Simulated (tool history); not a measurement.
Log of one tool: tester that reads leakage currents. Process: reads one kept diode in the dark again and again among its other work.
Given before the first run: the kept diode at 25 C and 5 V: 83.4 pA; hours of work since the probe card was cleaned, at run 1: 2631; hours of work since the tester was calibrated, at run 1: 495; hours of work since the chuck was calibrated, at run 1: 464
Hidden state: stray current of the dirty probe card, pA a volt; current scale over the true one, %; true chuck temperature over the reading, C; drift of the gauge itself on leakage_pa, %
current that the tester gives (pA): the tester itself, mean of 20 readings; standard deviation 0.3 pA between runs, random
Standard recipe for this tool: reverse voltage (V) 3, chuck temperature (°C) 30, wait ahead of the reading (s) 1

| run | hour | reverse voltage (V) | chuck temperature (°C) | wait ahead of the reading (s) | hours of work since the probe card was cleaned | hours of work since the tester was calibrated | hours of work since the chuck was calibrated | current that the tester gives (pA) |
|---|---|---|---|---|---|---|---|---|
| 1 | 0 | 3 | 30 | 1 | 2631 | 495 | 464 | 97.4 |
| 2 | 38.4 | 3 | 30 | 1 | 2657 | 520 | 489 | 96.83 |
| 3 | 76.8 | 3 | 30 | 1 | 2682 | 545 | 514 | 97.01 |
| 4 | 96.2 | 3 | 30 | 1 | 2695 | 558 | 527 | 97.38 |
| 5 | 116.5 | 3 | 30 | 1 | 2708 | 572 | 541 | 97.44 |
| 6 | 134.3 | 3 | 30 | 1 | 2720 | 583 | 552 | 96.76 |
| 7 | 173.2 | 3 | 30 | 1 | 2745 | 609 | 578 | 97.23 |
| 8 | 206.8 | 3 | 30 | 1 | 2767 | 631 | 600 | 96.99 |
| 9 | 238.5 | 3 | 30 | 1 | 2788 | 652 | 621 | 97.33 |
| 10 | 260.7 | 9.46 | 30 | 1 | 2803 | 666 | 635 | 175.31 |
| 11 | 288.7 | 9.46 | 30 | 1 | 2821 | 685 | 654 | 174.3 |
| 12 | 323.3 | 3 | 30 | 1 | 2844 | 708 | 677 | 97.3 |
| 13 | 355.7 | 3 | 22 | 1 | 2865 | 729 | 698 | 51.69 |
| 14 | 377.3 | 15.93 | 30 | 1 | 2880 | 743 | 712 | 226.75 |
| 15 | 395.8 | 15.93 | 30 | 1 | 2892 | 755 | 724 | 228.27 |
| 16 | 418.8 | 15.93 | 30 | 1 | 2907 | 770 | 739 | 228.45 |
| 17 | 453.1 | 3 | 30 | 1 | 2930 | 793 | 762 | 96.8 |
| 18 | 493.9 | 3 | 30 | 1 | 2956 | 820 | 789 | 97.02 |
| 19 | 519.4 | 3 | 30 | 1 | 2973 | 837 | 806 | 97.01 |
| 20 | 561.9 | 3 | 30 | 1 | 3001 | 865 | 834 | 97.06 |
| 21 | 592.6 | 3 | 30 | 1 | 3021 | 885 | 854 | 97.29 |
| 22 | 633.6 | 5.13 | 26 | 0.56 | 3048 | 912 | 881 | 95.34 |
| 23 | 674.3 | 13.54 | 55 | 0.38 | 3075 | 939 | 908 | 1251.72 |
|  | 691.3 | chuck's temperature calibrated |
| 24 | 697.4 | 1.16 | 53 | 3.82 | 3089 | 952 | 4 | 314.38 |
| 25 | 725.6 | 1.46 | 51 | 3.14 | 3107 | 971 | 23 | 308.04 |
| 26 | 764.5 | 15.65 | 51 | 0.36 | 3133 | 997 | 48 | 1031.67 |
| 27 | 782.4 | 3 | 22 | 3.19 | 3145 | 1008 | 60 | 51 |
| 28 | 823 | 5.69 | 23 | 1 | 3172 | 1035 | 87 | 77.72 |
| 29 | 852.6 | 5.69 | 23 | 1 | 3191 | 1055 | 106 | 78.27 |
| 30 | 890.5 | 5.69 | 23 | 1 | 3216 | 1080 | 131 | 78.26 |
| 31 | 914.4 | 7.73 | 25 | 1 | 3232 | 1095 | 147 | 106.76 |
| 32 | 932.3 | 7.73 | 32 | 1 | 3243 | 1107 | 159 | 183.41 |
| 33 | 967.7 | 3 | 30 | 0.33 | 3267 | 1130 | 182 | 99.14 |
| 34 | 985.2 | 19.25 | 30 | 8.26 | 3278 | 1142 | 193 | 245.48 |
| 35 | 1017.8 | 17.02 | 29 | 1 | 3300 | 1163 | 215 | 219.25 |
| 36 | 1045.4 | 8.12 | 53 | 5.62 | 3318 | 1181 | 233 | 836.56 |
| 37 | 1080.4 | 3.23 | 21 | 0.61 | 3341 | 1204 | 256 | 50.42 |
| 38 | 1109.2 | 3.23 | 21 | 0.78 | 3360 | 1223 | 275 | 49.8 |
| 39 | 1137.8 | 3.23 | 21 | 0.78 | 3379 | 1242 | 294 | 49.81 |
| 40 | 1179.9 | 3.23 | 21 | 0.78 | 3406 | 1270 | 322 | 49.73 |
|  | 1192.2 | probe card cleaned and baked |
| 41 | 1224.3 | 3.23 | 21 | 0.78 | 21 | 1297 | 349 | 49.66 |

Predict each of these 3 candidate next runs independently; none follows another, all start after run 41:
| A | 1249.2 | 2.07 | 33 | 6.95 | 38 | 1314 | 365 | ? |
| B | 1249.2 | 3 | 22 | 1 | 38 | 1314 | 365 | ? |
| C | 1249.2 | 3 | 30 | 2.15 | 38 | 1314 | 365 | ? |

| run | current that the tester gives (pA) |
|---|---|
| A | 100.32 |
| B | 51.7 |
| C | 96.38 |
Without the tool's unlogged condition, the same runs would have read:
| run | current that the tester gives (pA) |
|---|---|
| A | 100.29 |
| B | 51.68 |
| C | 96.36 |

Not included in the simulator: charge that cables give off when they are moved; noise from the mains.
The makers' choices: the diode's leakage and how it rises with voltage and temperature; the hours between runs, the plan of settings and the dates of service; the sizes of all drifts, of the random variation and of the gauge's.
